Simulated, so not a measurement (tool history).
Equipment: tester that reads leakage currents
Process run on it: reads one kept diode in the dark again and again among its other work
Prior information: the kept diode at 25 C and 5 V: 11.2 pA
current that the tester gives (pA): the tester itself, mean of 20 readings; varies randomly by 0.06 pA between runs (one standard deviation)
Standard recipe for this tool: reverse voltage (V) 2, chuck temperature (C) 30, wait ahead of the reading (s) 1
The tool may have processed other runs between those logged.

run    hour  reverse voltage (V)  chuck temperature (C)  wait ahead of the reading (s)  current that the tester gives (pA)
  1       0                    2                     30                              1                               10.06
  2    62.7                    2                     38                              1                               19.34
  3   161.6                    2                     27                              1                                7.97
  4   303.7                    2                     27                              1                                7.81
  5   412.5                    2                     20                              1                                4.55
  6   542.8                    2                     30                              1                                9.99
  7   673.6                    2                     30                              1                                9.94
  8   792.4                    2                     30                              1                                 9.8
  9   936.7                    2                     58                              1                               86.23
 10  1054.8                 4.58                     58                              1                              139.06
 11  1163.1                 17.7                     28                           1.36                                33.6
     1172.3  -- chuck's temperature calibrated
 12  1232.8                 1.53                     23                           0.68                                4.74
 13  1361.5                 4.17                     35                           8.01                                19.8
 14  1468.5                 1.72                     21                              1                                4.11
 15  1529.9                 1.72                     21                              1                                4.14
 16  1662.1                 2.19                     22                              1                                5.24

Each run again, without the hidden state but with its own random variation kept:
The tool's hidden condition here consists of: stray current of the dirty probe card, pA a volt; current scale over the true one, %; true chuck temperature over the reading, C; drift of the gauge itself on leakage_pa, %.
run  current that the tester gives (pA)
  1                               11.04
  2                               21.35
  3                                8.74
  4                                8.61
  5                                4.91
  6                               11.16
  7                               11.15
  8                               11.04
  9                               98.62
 10                              159.57
 11                               35.63
 12                                 5.6
 13                               24.58
 14                                4.84
 15                                4.87
 16                                6.16
